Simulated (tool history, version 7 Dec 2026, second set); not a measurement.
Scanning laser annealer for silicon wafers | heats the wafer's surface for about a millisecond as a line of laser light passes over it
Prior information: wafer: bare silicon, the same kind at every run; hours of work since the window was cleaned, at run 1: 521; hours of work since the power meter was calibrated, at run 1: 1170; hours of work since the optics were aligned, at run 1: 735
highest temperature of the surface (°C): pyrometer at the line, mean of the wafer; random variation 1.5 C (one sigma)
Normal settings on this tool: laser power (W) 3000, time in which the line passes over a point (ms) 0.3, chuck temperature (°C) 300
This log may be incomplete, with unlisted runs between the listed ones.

run   hour  laser power (W)  time in which the line passes over a point (ms)  chuck temperature (°C)  hours of work since the window was cleaned  hours of work since the power meter was calibrated  hours of work since the optics were aligned  highest temperature of the surface (°C)
  1      0             3000                                              0.3                     300                                         521                                                1170                                          735                                     1011
  2   31.8             3000                                              0.3                     300                                         545                                                1194                                          759                                     1009
  3  100.5             3000                                              0.3                     300                                         596                                                1245                                          810                                     1010
  4  157.5             3000                                              0.3                     272                                         639                                                1288                                          853                                      977
  5  225.4             3000                                              0.3                     272                                         690                                                1339                                          904                                      977
  6    257             3000                                              0.3                     272                                         714                                                1363                                          928                                      977
  7  302.5             3000                                              0.3                     272                                         748                                                1397                                          962                                      977
  8  340.2             3000                                              0.3                     272                                         777                                                1426                                          991                                      976
  9  394.3             3000                                             0.32                     272                                         817                                                1467                                         1031                                      998
 10  433.5             2769                                            0.357                     305                                         847                                                1496                                         1061                                      995
 11  485.4             3000                                              0.3                     275                                         886                                                1535                                         1100                                      974
     510.7  -- window over the wafer cleaned
 12  516.8             3000                                              0.3                     275                                           5                                                1557                                         1122                                      962
 13  571.8             3000                                            0.295                     300                                          46                                                1599                                         1164                                      976
 14  617.4             3000                                            0.295                     300                                          80                                                1633                                         1198                                      978
 15  677.6             2879                                            0.265                     300                                         126                                                1678                                         1243                                      905
 16    707             2879                                            0.265                     300                                         148                                                1700                                         1265                                      903
 17  773.2             2891                                            0.318                     305                                         198                                                1750                                         1315                                      971
 18  840.4             3078                                              0.3                     300                                         248                                                1801                                         1366                                     1004

Each row is a separate what-if for the run after 18, all from the same tool condition, not one after another. Results?
     864.2  -- window over the wafer cleaned, once more
  A  880.5             3000                                            0.261                     309                                          12                                                1829                                         1394                                        ?
     864.2  -- window over the wafer cleaned, once more
  B  880.5             3000                                              0.3                     300                                          12                                                1829                                         1394                                        ?
     864.2  -- window over the wafer cleaned, once more
  C  880.5             2795                                            0.308                     300                                          12                                                1829                                         1394                                        ?
     864.2  -- window over the wafer cleaned, once more
  D  880.5             2682                                            0.256                     271                                          12                                                1829                                         1394                                        ?
     864.2  -- window over the wafer cleaned, once more
  E  880.5             3274                                            0.359                     321                                          12                                                1829                                         1394                                        ?

run  highest temperature of the surface (°C)
  A                                      975
  B                                     1020
  C                                      962
  D                                      838
  E                                     1210
The same runs, with their run-to-run variation unchanged, on a tool lacking any hidden condition would have given:
run  highest temperature of the surface (°C)
  A                                      981
  B                                     1025
  C                                      968
  D                                      843
  E                                     1217
